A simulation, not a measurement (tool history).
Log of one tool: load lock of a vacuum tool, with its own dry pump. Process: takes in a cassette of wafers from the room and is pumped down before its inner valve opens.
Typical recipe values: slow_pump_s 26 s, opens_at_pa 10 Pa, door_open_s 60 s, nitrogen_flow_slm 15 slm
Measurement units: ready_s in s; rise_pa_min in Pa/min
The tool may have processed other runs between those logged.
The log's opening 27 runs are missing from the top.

run,day,slow_pump_s,opens_at_pa,door_open_s,nitrogen_flow_slm,"incoming humidity of the room's air, %",ready_s,rise_pa_min
28,194.058,24,10,60,15,43.4,37.6,0.119
29,204.292,24,9,220,17,46,38,0.142
30,209.45,24,9,220,17,44.2,38.4,0.141
31,219.4,17,11,135,44,44.4,31,0.129
32,226.267,17,9,68,44,43.6,32,0.129
33,233.079,39,9,26,44,45.1,50.8,0.141
34,239.938,26,10,125,10,44.1,39.7,0.19
35,247.646,26,13,60,15,43.6,39.4,0.175
36,253.842,34,10,60,15,45.3,45.8,0.183

3 options for the next run, each taken on its own from the tool as it stands now. Forecast them:
A,262.279,34,18,60,15,48,?,?
B,262.279,16,10,122,15,47.5,?,?
C,262.279,34,10,60,10,44.3,?,?

run,ready_s,rise_pa_min
A,44.1,0.203
B,31.2,0.212
C,45.6,0.207
Take away the tool's hidden state, keep each run's random variation, and the runs would have read:
run,ready_s,rise_pa_min
A,43.1,0.049
B,29.8,0.057
C,44.5,0.053
